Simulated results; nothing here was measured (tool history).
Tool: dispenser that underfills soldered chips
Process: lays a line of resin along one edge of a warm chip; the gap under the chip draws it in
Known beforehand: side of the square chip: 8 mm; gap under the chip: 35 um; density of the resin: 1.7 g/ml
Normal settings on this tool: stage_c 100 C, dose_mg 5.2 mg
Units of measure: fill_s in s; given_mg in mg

Run 1, hour 0: usual settings. Result: fill_s 148.2 s, given_mg 5.14 mg.
At hour 5: new syringe of resin.
Run 2, hour 5: usual settings but stage_c 108 C. Result: fill_s 77.7 s, given_mg 5.15 mg.
Run 3, hour 8.4: usual settings but stage_c 98 C. Result: fill_s 124.2 s, given_mg 5.12 mg.
Run 4, hour 12.6: usual settings but stage_c 98 C. Result: fill_s 149.4 s, given_mg 5.15 mg.
Run 5, hour 15.5: usual settings but stage_c 114 C. Result: fill_s 94.1 s, given_mg 5.11 mg.
At hour 18.8: new syringe of resin.
Run 6, hour 20.1: usual settings but stage_c 114 C. Result: fill_s 64.3 s, given_mg 5.12 mg.
Run 7, hour 22.3: usual settings but stage_c 114 C. Result: fill_s 69.7 s, given_mg 5.11 mg.
Run 8, hour 24.6: usual settings but stage_c 114 C. Result: fill_s 79 s, given_mg 5.08 mg.
Run 9, hour 27.4: usual settings but dose_mg 4.78 mg. Result: fill_s 148.2 s, given_mg 4.7 mg.
Run 10, hour 30.1: usual settings but dose_mg 4.78 mg. Result: fill_s 166.7 s, given_mg 4.69 mg.
At hour 32.7: new syringe of resin.
Run 11, hour 33.6: usual settings but dose_mg 6.71 mg. Result: fill_s 99.3 s, given_mg 6.49 mg.
Run 12, hour 36.4: usual settings but dose_mg 4.69 mg. Result: fill_s 121.6 s, given_mg 4.58 mg.
Run 13, hour 38.8: usual settings but dose_mg 4.69 mg. Result: fill_s 131.6 s, given_mg 4.54 mg.
Run 14, hour 43.1: usual settings but dose_mg 4.69 mg. Result: fill_s 157.4 s, given_mg 4.54 mg.
At hour 46.5: new syringe of resin.
Run 15, hour 47.9: usual settings but dose_mg 5.38 mg. Result: fill_s 107 s, given_mg 5.21 mg.
Run 16, hour 52.4: usual settings. Result: fill_s 130.1 s, given_mg 5.02 mg.
At hour 54.9: dispensing valve cleaned and set on the balance.
Run 17, hour 57.6: usual settings but dose_mg 5.5 mg. Result: fill_s 150.3 s, given_mg 5.47 mg.
At hour 61.4: new syringe of resin.
Run 18, hour 62.5: usual settings but dose_mg 5.5 mg. Result: fill_s 104.3 s, given_mg 5.45 mg.
Run 19, hour 66: usual settings but dose_mg 5.5 mg. Result: fill_s 119 s, given_mg 5.52 mg.
Run 20, hour 70.3: usual settings but dose_mg 5.5 mg. Result: fill_s 142.2 s, given_mg 5.49 mg.
Run 21, hour 74.7: usual settings but stage_c 112 C, dose_mg 6.2 mg. Result: fill_s 109.5 s, given_mg 6.14 mg.
At hour 75.3: new syringe of resin.
Run 22, hour 77.4: usual settings but stage_c 93 C, dose_mg 5.58 mg. Result: fill_s 142.5 s, given_mg 5.57 mg.
Run 23, hour 80.6: usual settings but stage_c 105 C, dose_mg 6.48 mg. Result: fill_s 104.7 s, given_mg 6.44 mg.
Run 24, hour 82.6: usual settings but stage_c 103 C. Result: fill_s 125.3 s, given_mg 5.15 mg.
Run 25, hour 85.7: usual settings but stage_c 105 C, dose_mg 4.8 mg. Result: fill_s 135.7 s, given_mg 4.75 mg.
At hour 88.9: new syringe of resin.
Run 26, hour 89.5: usual settings but stage_c 108 C, dose_mg 6.64 mg. Result: fill_s 73.5 s, given_mg 6.59 mg.
Run 27, hour 92.2: usual settings but stage_c 96 C, dose_mg 6.18 mg. Result: fill_s 130.6 s, given_mg 6.14 mg.
Run 28, hour 95.7: usual settings but stage_c 114 C, dose_mg 6.31 mg. Result: fill_s 77.5 s, given_mg 6.25 mg.
Run 29, hour 98.8: usual settings but stage_c 111 C, dose_mg 6.31 mg. Result: fill_s 98.1 s, given_mg 6.14 mg.
Run 30, hour 100.8: usual settings but stage_c 111 C, dose_mg 6.31 mg. Result: fill_s 107.8 s, given_mg 6.19 mg.
At hour 102.8: new syringe of resin.
Run 31, hour 103.8: usual settings but stage_c 111 C, dose_mg 6.31 mg. Result: fill_s 69.6 s, given_mg 6.23 mg.
Run 32, hour 108.6: usual settings but stage_c 111 C, dose_mg 6.31 mg. Result: fill_s 82.3 s, given_mg 6.19 mg.
Run 33, hour 111.7: usual settings but stage_c 86 C, dose_mg 5.5 mg. Result: fill_s 242.5 s, given_mg 5.36 mg.
Run 34, hour 115.1: usual settings but stage_c 86 C, dose_mg 5.94 mg. Result: fill_s 279.3 s, given_mg 5.75 mg.
At hour 116.5: new syringe of resin.
Run 35, hour 119.6: usual settings but stage_c 86 C, dose_mg 5.94 mg. Result: fill_s 193.1 s, given_mg 5.8 mg.

Same runs, no hidden state in the tool, same run-to-run variation:
What the log doesn't record here: resin's viscosity, % of fresh resin's; dose that the valve gives, % of what is set; true chip temperature over the reading, C; drift of the gauge itself on fill_s, %; drift of the gauge itself on given_mg, %.
run  fill_s  given_mg
  1   103.2      5.18
  2    76.7      5.21
  3   106.9      5.19
  4   108.3      5.22
  5    60.5      5.19
  6    60.9      5.22
  7    60.4      5.22
  8    62.2      5.19
  9     104       4.8
 10   104.8       4.8
 11    96.2      6.66
 12   104.3      4.71
 13   102.1      4.67
 14   102.2      4.69
 15    99.9      5.38
 16   100.5       5.2
 17      99      5.46
 18    99.5      5.45
 19      98      5.53
 20    98.2      5.51
 21    63.2      6.18
 22   126.8      5.61
 23    81.6       6.5
 24      90      5.21
 25    85.8       4.8
 26    71.6      6.68
 27   113.5      6.23
 28    58.5      6.35
 29    65.2      6.25
 30    66.1      6.31
 31    65.9      6.36
 32    64.2      6.34
 33   165.7      5.49
 34   166.5       5.9
 35   169.2      5.97

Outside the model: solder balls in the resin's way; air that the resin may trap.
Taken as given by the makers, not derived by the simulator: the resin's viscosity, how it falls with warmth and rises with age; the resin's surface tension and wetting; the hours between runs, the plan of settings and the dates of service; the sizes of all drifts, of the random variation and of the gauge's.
